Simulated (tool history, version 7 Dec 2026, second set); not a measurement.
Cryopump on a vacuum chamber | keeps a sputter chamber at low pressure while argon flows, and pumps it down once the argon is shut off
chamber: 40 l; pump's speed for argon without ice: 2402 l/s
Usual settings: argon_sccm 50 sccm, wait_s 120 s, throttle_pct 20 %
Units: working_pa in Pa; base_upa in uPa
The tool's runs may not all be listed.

run 1 hour=0.0 | argon_sccm=50 wait_s=120 throttle_pct=20 | working_pa=0.1790 base_upa=2.01
run 2 hour=28.3 | argon_sccm=50 wait_s=120 throttle_pct=20 | working_pa=0.1801 base_upa=2.07
run 3 hour=48.5 | argon_sccm=50 wait_s=120 throttle_pct=20 | working_pa=0.1791 base_upa=2.00
run 4 hour=70.9 | argon_sccm=50 wait_s=120 throttle_pct=38 | working_pa=0.0959 base_upa=2.11
run 5 hour=90.0 | argon_sccm=50 wait_s=120 throttle_pct=38 | working_pa=0.0966 base_upa=2.10
run 6 hour=109.4 | argon_sccm=50 wait_s=88 throttle_pct=20 | working_pa=0.1793 base_upa=2.27

Forecast run 7:
run 7 hour=127.5 | argon_sccm=50 wait_s=120 throttle_pct=49 | working_pa=? base_upa=?

working_pa: 0.0762 Pa
base_upa: 2.20 uPa
Without the tool's hidden state the same run would have given working_pa 0.0717 Pa, base_upa 0.56 uPa.

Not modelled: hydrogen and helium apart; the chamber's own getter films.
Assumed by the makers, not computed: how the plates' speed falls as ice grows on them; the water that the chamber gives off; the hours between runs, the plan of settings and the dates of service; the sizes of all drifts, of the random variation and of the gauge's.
